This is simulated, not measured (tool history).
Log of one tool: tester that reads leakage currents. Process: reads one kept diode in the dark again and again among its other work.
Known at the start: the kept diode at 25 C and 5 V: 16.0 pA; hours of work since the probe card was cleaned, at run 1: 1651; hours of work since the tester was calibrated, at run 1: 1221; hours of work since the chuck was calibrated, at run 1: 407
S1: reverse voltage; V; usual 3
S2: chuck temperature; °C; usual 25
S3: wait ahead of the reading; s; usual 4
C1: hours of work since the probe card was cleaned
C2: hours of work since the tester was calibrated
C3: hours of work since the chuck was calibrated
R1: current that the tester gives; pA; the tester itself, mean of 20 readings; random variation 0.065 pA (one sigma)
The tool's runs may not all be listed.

run	day	S1	S2	S3	C1	C2	C3	R1
1	0	3	25	4	1651	1221	407	13.88
# day 4.688: probe card cleaned and baked
2	10.342	3	25	4	74	1354	540	13.77
3	21.075	3	25	4	213	1493	680	13.87
4	26.254	3	25	0.32	281	1561	747	15.3
5	34.446	3	31	4	387	1667	854	24.18
6	40.208	3	31	4	462	1742	928	24.14
7	45.571	3	31	4	532	1812	998	24.22
8	53.621	3	25	1.35	636	1917	1103	14.09
9	64.496	3	25	1.35	778	2058	1244	14.17
10	72.838	3	25	1.35	886	2167	1353	13.95
11	83.583	1.69	25	4	1026	2306	1493	11.49
12	93.112	3	22	1.01	1150	2430	1616	10.75
13	99.842	3	25	6.27	1237	2518	1704	13.8
14	104.833	3	21	6.27	1302	2583	1769	9.32
15	114.333	5.03	32	0.75	1426	2706	1892	32.17
16	119.492	5.03	32	0.75	1493	2773	1959	32.21
17	124.879	11.41	29	4	1563	2843	2030	30.95
# day 132.162: chuck's temperature calibrated
18	135.596	3	23	1.35	1701	2982	45	11.62
# day 136.258: probe card cleaned and baked
19	147.65	12.4	25	4	148	3137	200	21.99
20	158.442	12.4	25	4	288	3277	340	22.15
21	163.596	3	51	4	355	3344	407	135.67

5 ways to go on from here, each from the tool as it stands after run 21. What would each give?
A	174.575	1.12	20	4	498	3487	550	?
B	174.575	1.42	35	1.57	498	3487	550	?
C	174.575	3	20	0.64	498	3487	550	?
D	174.575	3	24	4	498	3487	550	?
E	174.575	2.49	22	4	498	3487	550	?

run	R1
A	6.17
B	27.44
C	9.28
D	12.63
E	9.72
Without the tool's hidden state the same runs would have given:
run	R1
A	6.17
B	27.45
C	9.28
D	12.63
E	9.72
